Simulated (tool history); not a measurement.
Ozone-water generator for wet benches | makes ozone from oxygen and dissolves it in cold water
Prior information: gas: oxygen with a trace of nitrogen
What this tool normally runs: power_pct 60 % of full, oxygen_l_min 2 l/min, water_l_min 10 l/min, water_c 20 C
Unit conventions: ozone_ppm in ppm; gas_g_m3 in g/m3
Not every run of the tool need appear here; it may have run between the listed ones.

{"run": 1, "hour": 0.0, "power_pct": 60, "oxygen_l_min": 2, "water_l_min": 10, "water_c": 20, "ozone_ppm": 13.3, "gas_g_m3": 194.8}
{"run": 2, "hour": 88.9, "power_pct": 60, "oxygen_l_min": 2, "water_l_min": 10, "water_c": 20, "ozone_ppm": 13, "gas_g_m3": 194.1}
{"run": 3, "hour": 156.5, "power_pct": 60, "oxygen_l_min": 2, "water_l_min": 10, "water_c": 20, "ozone_ppm": 13, "gas_g_m3": 194.8}
{"run": 4, "hour": 251.1, "power_pct": 60, "oxygen_l_min": 2, "water_l_min": 10, "water_c": 22, "ozone_ppm": 12.7, "gas_g_m3": 195.4}
{"run": 5, "hour": 301.5, "power_pct": 60, "oxygen_l_min": 2, "water_l_min": 10, "water_c": 22, "ozone_ppm": 12.8, "gas_g_m3": 195.5}
{"run": 6, "hour": 392.1, "power_pct": 60, "oxygen_l_min": 2, "water_l_min": 10, "water_c": 22, "ozone_ppm": 13, "gas_g_m3": 197.2}
{"run": 7, "hour": 468.9, "power_pct": 60, "oxygen_l_min": 2, "water_l_min": 10, "water_c": 22, "ozone_ppm": 12.8, "gas_g_m3": 196.4}
{"run": 8, "hour": 537.5, "power_pct": 60, "oxygen_l_min": 2, "water_l_min": 10, "water_c": 22, "ozone_ppm": 12.8, "gas_g_m3": 197.4}
{"run": 9, "hour": 631.4, "power_pct": 60, "oxygen_l_min": 2, "water_l_min": 10, "water_c": 22, "ozone_ppm": 12.7, "gas_g_m3": 196.1}
{"run": 10, "hour": 695.9, "power_pct": 60, "oxygen_l_min": 2, "water_l_min": 10, "water_c": 22, "ozone_ppm": 12.6, "gas_g_m3": 196.8}
{"run": 11, "hour": 777.8, "power_pct": 60, "oxygen_l_min": 2, "water_l_min": 10, "water_c": 20, "ozone_ppm": 13.2, "gas_g_m3": 198.1}
{"run": 12, "hour": 871.7, "power_pct": 60, "oxygen_l_min": 2, "water_l_min": 10, "water_c": 20, "ozone_ppm": 13.2, "gas_g_m3": 196.6}
{"run": 13, "hour": 954.1, "power_pct": 60, "oxygen_l_min": 2, "water_l_min": 10, "water_c": 20, "ozone_ppm": 13.1, "gas_g_m3": 198.6}
{"run": 14, "hour": 1027.5, "power_pct": 60, "oxygen_l_min": 2, "water_l_min": 10, "water_c": 20, "ozone_ppm": 13, "gas_g_m3": 199.8}
{"run": 15, "hour": 1093.8, "power_pct": 60, "oxygen_l_min": 2, "water_l_min": 10, "water_c": 20, "ozone_ppm": 13.2, "gas_g_m3": 194.9}
{"run": 16, "hour": 1152.8, "power_pct": 60, "oxygen_l_min": 2, "water_l_min": 10, "water_c": 23, "ozone_ppm": 12.4, "gas_g_m3": 197.6}
{"run": 17, "hour": 1231.2, "power_pct": 46, "oxygen_l_min": 1.87, "water_l_min": 10, "water_c": 23, "ozone_ppm": 10.4, "gas_g_m3": 169.2}
{"run": 18, "hour": 1296.4, "power_pct": 46, "oxygen_l_min": 1.87, "water_l_min": 10, "water_c": 23, "ozone_ppm": 10.3, "gas_g_m3": 168.1}
{"run": 19, "hour": 1345.3, "power_pct": 60, "oxygen_l_min": 2.14, "water_l_min": 10, "water_c": 20, "ozone_ppm": 13.1, "gas_g_m3": 192.9}
{"run": 20, "hour": 1415.8, "power_pct": 60, "oxygen_l_min": 2.14, "water_l_min": 10, "water_c": 20, "ozone_ppm": 13.2, "gas_g_m3": 189.9}
{"run": 21, "hour": 1465.6, "power_pct": 65, "oxygen_l_min": 2, "water_l_min": 10, "water_c": 14, "ozone_ppm": 15.2, "gas_g_m3": 210.8}
{"run": 22, "hour": 1555.7, "power_pct": 76, "oxygen_l_min": 3.44, "water_l_min": 12, "water_c": 20, "ozone_ppm": 12.6, "gas_g_m3": 169.5}
{"hour": 1652.7, "done": "water thermometer calibrated"}
{"run": 23, "hour": 1652.7, "power_pct": 43, "oxygen_l_min": 1.06, "water_l_min": 7, "water_c": 26, "ozone_ppm": 13.5, "gas_g_m3": 232.8}
{"run": 24, "hour": 1734.3, "power_pct": 43, "oxygen_l_min": 1.06, "water_l_min": 8, "water_c": 26, "ozone_ppm": 11.9, "gas_g_m3": 230.8}
{"run": 25, "hour": 1793.1, "power_pct": 60, "oxygen_l_min": 1.11, "water_l_min": 10, "water_c": 20, "ozone_ppm": 12.7, "gas_g_m3": 288.3}
{"run": 26, "hour": 1850.6, "power_pct": 60, "oxygen_l_min": 2, "water_l_min": 8, "water_c": 19, "ozone_ppm": 16.5, "gas_g_m3": 202.8}
{"run": 27, "hour": 1939.7, "power_pct": 60, "oxygen_l_min": 1.35, "water_l_min": 10, "water_c": 20, "ozone_ppm": 13.2, "gas_g_m3": 257.5}
{"hour": 1986.6, "done": "gauge calibrated"}
{"run": 28, "hour": 2015.2, "power_pct": 59, "oxygen_l_min": 2, "water_l_min": 10, "water_c": 20, "ozone_ppm": 12.8, "gas_g_m3": 193}
{"run": 29, "hour": 2093.7, "power_pct": 59, "oxygen_l_min": 2, "water_l_min": 10, "water_c": 20, "ozone_ppm": 12.7, "gas_g_m3": 192}
{"run": 30, "hour": 2133.5, "power_pct": 59, "oxygen_l_min": 3.03, "water_l_min": 10, "water_c": 27, "ozone_ppm": 11.1, "gas_g_m3": 148.8}
{"run": 31, "hour": 2196.8, "power_pct": 66, "oxygen_l_min": 3.03, "water_l_min": 7, "water_c": 27, "ozone_ppm": 16.1, "gas_g_m3": 162.6}
{"run": 32, "hour": 2276.6, "power_pct": 66, "oxygen_l_min": 3.03, "water_l_min": 7, "water_c": 27, "ozone_ppm": 16, "gas_g_m3": 161.5}

Hidden state or all else? Some run-to-run changes of gas_g_m3, split into what the settings, what came in and random variation would give without the hidden state, and what is left for the hidden state (with any gauge scatter that isn't in both results):
Unlogged tool condition in this case: yield of the discharge, % of new electrodes'; contactor's efficiency, % of a clean one's; true water temperature over the reading, C; drift of the gauge itself on ozone_ppm, %; drift of the gauge itself on gas_g_m3, %.
Run 22 -> 23: power_pct 76 -> 43, oxygen_l_min 3.44 -> 1.06, water_l_min 12 -> 7, water_c 20 -> 26, water thermometer calibrated. gas_g_m3 +63.3 g/m3: hidden state +1.8, all else +61.5.
Run 25 -> 26: oxygen_l_min 1.11 -> 2, water_l_min 10 -> 8, water_c 20 -> 19. gas_g_m3 -85.5 g/m3: hidden state -1.9, all else -83.6.
Run 27 -> 28: power_pct 60 -> 59, oxygen_l_min 1.35 -> 2, gauge calibrated. gas_g_m3 -64.5 g/m3: hidden state -6.9, all else -57.6.
